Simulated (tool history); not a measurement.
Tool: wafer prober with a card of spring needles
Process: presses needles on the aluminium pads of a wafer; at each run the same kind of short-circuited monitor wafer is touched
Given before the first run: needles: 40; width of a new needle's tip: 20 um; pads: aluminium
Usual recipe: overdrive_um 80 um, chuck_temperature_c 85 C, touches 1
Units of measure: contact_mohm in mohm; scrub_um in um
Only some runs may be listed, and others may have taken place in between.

run,day,overdrive_um,chuck_temperature_c,touches,contact_mohm,scrub_um
1,0.000,80,85,1,272,12.19
# day 0.192: tips cleaned on abrasive film
# day 1.529: tips cleaned on abrasive film
# day 2.883: tips cleaned on abrasive film
2,3.283,80,85,1,262,12.13
# day 4.292: tips cleaned on abrasive film
# day 5.488: tips cleaned on abrasive film
3,5.488,80,85,1,251,12.08
# day 6.729: tips cleaned on abrasive film
# day 7.912: tips cleaned on abrasive film
# day 9.250: tips cleaned on abrasive film
4,9.250,80,85,1,248,12.09
# day 10.588: tips cleaned on abrasive film
# day 10.854: height of the first contact set anew
5,11.462,80,85,1,275,12.22
# day 12.004: tips cleaned on abrasive film
# day 13.154: tips cleaned on abrasive film
# day 14.312: tips cleaned on abrasive film
6,15.242,80,85,1,279,12.20
# day 15.483: tips cleaned on abrasive film
# day 16.746: tips cleaned on abrasive film
# day 17.917: tips cleaned on abrasive film
# day 19.058: tips cleaned on abrasive film
7,19.058,80,105,1,253,12.14
# day 20.275: tips cleaned on abrasive film
8,20.900,80,85,1,268,12.14
# day 21.425: tips cleaned on abrasive film
# day 22.575: tips cleaned on abrasive film
9,23.096,80,85,1,264,12.10
# day 23.921: tips cleaned on abrasive film
# day 25.150: tips cleaned on abrasive film
10,25.479,80,85,1,261,12.08
# day 26.329: tips cleaned on abrasive film
# day 27.529: tips cleaned on abrasive film
11,27.529,80,85,1,247,12.06
# day 28.850: tips cleaned on abrasive film
# day 30.133: tips cleaned on abrasive film
# day 30.146: height of the first contact set anew
12,31.088,80,85,1,276,12.22
# day 31.375: tips cleaned on abrasive film
# day 32.688: tips cleaned on abrasive film
# day 33.967: tips cleaned on abrasive film
13,34.658,90,108,1,273,13.72
# day 35.262: tips cleaned on abrasive film
# day 36.667: tips cleaned on abrasive film
14,36.667,72,70,1,247,10.96
# day 37.946: tips cleaned on abrasive film
# day 39.108: tips cleaned on abrasive film
# day 40.383: tips cleaned on abrasive film
15,40.438,72,70,1,250,10.91
# day 41.712: tips cleaned on abrasive film
16,42.838,61,85,2,287,9.24
# day 43.112: tips cleaned on abrasive film
# day 44.392: tips cleaned on abrasive film
# day 45.646: tips cleaned on abrasive film
17,45.792,96,69,2,248,14.53
# day 46.908: tips cleaned on abrasive film
# day 48.146: tips cleaned on abrasive film
# day 49.242: height of the first contact set anew
18,49.242,96,69,2,257,14.69
# day 49.412: tips cleaned on abrasive film
# day 50.792: tips cleaned on abrasive film
# day 52.017: tips cleaned on abrasive film
19,52.388,68,69,1,270,10.35
# day 53.429: tips cleaned on abrasive film
# day 54.733: tips cleaned on abrasive film
20,54.783,68,69,1,252,10.34
# day 56.054: tips cleaned on abrasive film
# day 57.329: tips cleaned on abrasive film
# day 58.579: tips cleaned on abrasive film
21,58.579,68,69,1,253,10.30
# day 59.750: tips cleaned on abrasive film
# day 61.058: tips cleaned on abrasive film
22,61.679,80,85,2,265,12.13
# day 62.246: tips cleaned on abrasive film
# day 63.608: tips cleaned on abrasive film
# day 64.775: tips cleaned on abrasive film
23,65.375,96,53,1,257,14.53
# day 66.029: tips cleaned on abrasive film
# day 67.442: tips cleaned on abrasive film
# day 68.442: height of the first contact set anew
# day 68.721: tips cleaned on abrasive film
24,69.225,80,114,1,274,12.21

3 ways to go on from here, each from the tool as it stands after run 24. What would each give?
# day 69.996: tips cleaned on abrasive film
# day 71.225: tips cleaned on abrasive film
# day 72.554: tips cleaned on abrasive film
A,72.579,76,41,2,?,?
# day 69.996: tips cleaned on abrasive film
# day 71.225: tips cleaned on abrasive film
# day 72.554: tips cleaned on abrasive film
B,72.579,80,85,2,?,?
# day 69.996: tips cleaned on abrasive film
# day 71.225: tips cleaned on abrasive film
# day 72.554: tips cleaned on abrasive film
C,72.579,76,72,1,?,?

run,contact_mohm,scrub_um
A,237,11.56
B,250,12.18
C,247,11.56
Stripped of hidden state, with their random variation kept, the same runs would have yielded:
run,contact_mohm,scrub_um
A,234,11.60
B,247,12.22
C,242,11.61

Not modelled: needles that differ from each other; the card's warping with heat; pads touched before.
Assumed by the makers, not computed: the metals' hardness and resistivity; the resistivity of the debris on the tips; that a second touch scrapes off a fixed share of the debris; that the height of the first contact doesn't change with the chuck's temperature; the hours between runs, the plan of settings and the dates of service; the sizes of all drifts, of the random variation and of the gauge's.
